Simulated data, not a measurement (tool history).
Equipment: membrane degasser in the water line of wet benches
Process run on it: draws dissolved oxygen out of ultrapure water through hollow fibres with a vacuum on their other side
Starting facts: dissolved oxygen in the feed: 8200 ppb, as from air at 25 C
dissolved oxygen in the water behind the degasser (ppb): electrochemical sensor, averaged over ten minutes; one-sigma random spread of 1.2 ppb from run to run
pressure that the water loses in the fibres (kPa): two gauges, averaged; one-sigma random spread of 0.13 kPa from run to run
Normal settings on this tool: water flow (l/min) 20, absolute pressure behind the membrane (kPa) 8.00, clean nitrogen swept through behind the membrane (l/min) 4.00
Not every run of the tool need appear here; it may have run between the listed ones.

run	hour	water flow (l/min)	absolute pressure behind the membrane (kPa)	clean nitrogen swept through behind the membrane (l/min)	dissolved oxygen in the water behind the degasser (ppb)	pressure that the water loses in the fibres (kPa)
1	0.0	20	8.00	4.00	117.8	32.15
2	32.2	20	8.00	4.00	116.8	32.17
3	100.4	20	8.00	4.00	117.0	32.09
4	168.4	20	8.00	7.96	87.1	31.91
5	238.8	20	8.00	7.96	88.4	32.11
6	303.4	20	8.00	7.96	90.1	32.09
7	351.8	20	8.00	7.96	89.6	32.07
8	404.4	20	8.00	7.96	88.2	32.13
# hour 411.8: vacuum gauge calibrated
9	436.1	20	8.00	7.96	89.7	32.02
10	479.9	20	8.00	7.96	91.6	32.18
11	548.2	20	8.00	7.96	89.0	32.11
# hour 601.7: vacuum gauge calibrated, once more
12	607.5	20	8.00	5.48	102.4	32.22
13	647.9	26	18.86	1.85	564.8	41.63
14	679.8	20	7.05	3.84	105.2	32.27
15	715.2	20	7.05	3.84	106.1	31.93
16	750.8	20	7.74	5.05	101.3	31.87
17	801.2	20	7.74	5.05	103.1	32.07
18	837.5	20	7.74	5.05	101.9	31.94
19	910.6	20	7.74	5.05	102.5	32.28

What if the next run were any one of these 5? Each begins from the tool's condition after run 19:
A	981.1	15	13.56	2.64	?	?
B	981.1	15	8.63	2.27	?	?
C	981.1	13	5.26	10.11	?	?
D	981.1	27	12.59	1.73	?	?
E	981.1	20	8.67	4.66	?	?

run	dissolved oxygen in the water behind the degasser (ppb)	pressure that the water loses in the fibres (kPa)
A	176.8	24.00
B	119.3	24.30
C	32.7	20.89
D	420.2	43.28
E	115.6	32.11
Stripped of hidden state, with their random variation kept, the same runs would have yielded:
run	dissolved oxygen in the water behind the degasser (ppb)	pressure that the water loses in the fibres (kPa)
A	174.5	23.77
B	117.4	24.07
C	31.4	20.70
D	416.3	42.88
E	112.9	31.82
